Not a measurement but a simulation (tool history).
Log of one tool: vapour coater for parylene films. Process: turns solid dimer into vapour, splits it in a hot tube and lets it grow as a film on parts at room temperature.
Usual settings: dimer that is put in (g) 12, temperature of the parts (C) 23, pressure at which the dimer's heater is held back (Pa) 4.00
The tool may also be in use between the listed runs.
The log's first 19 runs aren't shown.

run,hour,dimer that is put in (g),temperature of the parts (C),pressure at which the dimer's heater is held back (Pa),thickness of the film (µm)
20,748.8,11,21,2.01,5.98
21,786.5,6,30,2.69,2.47
22,817.2,13,30,2.69,5.22
23,858.5,13,30,2.69,5.25
24,884.1,16,17,3.73,8.61
25,911.2,13,23,5.14,5.76
26,945.1,8,16,5.14,4.27
27,980.0,18,23,2.96,8.28
28,1010.0,18,23,2.96,8.31
29,1049.3,6,17,4.23,3.10
30,1095.2,6,34,4.23,1.96
31,1121.5,6,34,4.23,1.89

3 ways to go on from here, each from the tool as it stands after run 31. What would each give?
A,1149.5,6,34,8.56,?
B,1149.5,21,17,2.72,?
C,1149.5,6,15,4.23,?

run,thickness of the film (µm)
A,1.73
B,11.27
C,3.26
Without the tool's hidden state the same runs would have given:
run,thickness of the film (µm)
A,1.93
B,12.59
C,3.64
